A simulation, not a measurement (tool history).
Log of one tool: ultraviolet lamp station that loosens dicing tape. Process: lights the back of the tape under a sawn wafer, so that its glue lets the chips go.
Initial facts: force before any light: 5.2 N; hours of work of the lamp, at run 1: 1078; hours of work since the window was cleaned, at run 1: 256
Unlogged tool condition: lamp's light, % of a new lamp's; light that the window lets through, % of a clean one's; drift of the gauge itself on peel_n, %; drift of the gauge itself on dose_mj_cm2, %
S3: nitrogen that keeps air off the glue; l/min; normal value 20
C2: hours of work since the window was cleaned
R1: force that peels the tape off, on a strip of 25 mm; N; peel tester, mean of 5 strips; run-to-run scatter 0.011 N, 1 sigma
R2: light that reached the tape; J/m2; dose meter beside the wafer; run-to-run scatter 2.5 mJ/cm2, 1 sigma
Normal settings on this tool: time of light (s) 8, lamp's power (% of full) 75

{"run": 1, "hour": 0.0, "time of light (s)": 8, "lamp's power (% of full)": 75, "S3": 20, "hours of work of the lamp": 1078, "C2": 256, "R1": 0.846, "R2": 2220}
{"run": 2, "hour": 56.7, "time of light (s)": 8, "lamp's power (% of full)": 75, "S3": 11, "hours of work of the lamp": 1120, "C2": 298, "R1": 1.268, "R2": 2200}
{"run": 3, "hour": 119.6, "time of light (s)": 8, "lamp's power (% of full)": 75, "S3": 11, "hours of work of the lamp": 1166, "C2": 344, "R1": 1.278, "R2": 2140}
{"run": 4, "hour": 180.1, "time of light (s)": 8, "lamp's power (% of full)": 75, "S3": 11, "hours of work of the lamp": 1211, "C2": 389, "R1": 1.364, "R2": 2140}
{"run": 5, "hour": 232.0, "time of light (s)": 8, "lamp's power (% of full)": 75, "S3": 11, "hours of work of the lamp": 1249, "C2": 427, "R1": 1.347, "R2": 2100}
{"run": 6, "hour": 278.3, "time of light (s)": 8, "lamp's power (% of full)": 75, "S3": 20, "hours of work of the lamp": 1283, "C2": 461, "R1": 1.016, "R2": 2070}
{"run": 7, "hour": 327.5, "time of light (s)": 8, "lamp's power (% of full)": 75, "S3": 20, "hours of work of the lamp": 1320, "C2": 498, "R1": 1.031, "R2": 1980}
{"run": 8, "hour": 370.2, "time of light (s)": 8, "lamp's power (% of full)": 96, "S3": 20, "hours of work of the lamp": 1351, "C2": 529, "R1": 0.681, "R2": 2540}
{"run": 9, "hour": 408.0, "time of light (s)": 7, "lamp's power (% of full)": 75, "S3": 20, "hours of work of the lamp": 1379, "C2": 557, "R1": 1.236, "R2": 1710}
{"run": 10, "hour": 441.8, "time of light (s)": 8, "lamp's power (% of full)": 67, "S3": 20, "hours of work of the lamp": 1404, "C2": 582, "R1": 1.234, "R2": 1730}
{"run": 11, "hour": 479.6, "time of light (s)": 8, "lamp's power (% of full)": 67, "S3": 20, "hours of work of the lamp": 1432, "C2": 610, "R1": 1.252, "R2": 1680}
{"hour": 489.0, "done": "window cleaned of glue's vapour"}
{"run": 12, "hour": 506.6, "time of light (s)": 8, "lamp's power (% of full)": 67, "S3": 20, "hours of work of the lamp": 1451, "C2": 13, "R1": 1.36, "R2": 1650}
{"run": 13, "hour": 564.5, "time of light (s)": 8, "lamp's power (% of full)": 67, "S3": 20, "hours of work of the lamp": 1494, "C2": 56, "R1": 1.387, "R2": 1620}

The next listed run, before its measurement:
{"run": 14, "hour": 608.4, "time of light (s)": 8, "lamp's power (% of full)": 67, "S3": 20, "hours of work of the lamp": 1527, "C2": 88, "R1": "?", "R2": "?"}

{"run 14": {"R1": 1.405, "R2": 1580}}
With the hidden condition absent and the run-to-run variation left alone, this run would have shown R1 0.602 N, R2 2670 J/m2.
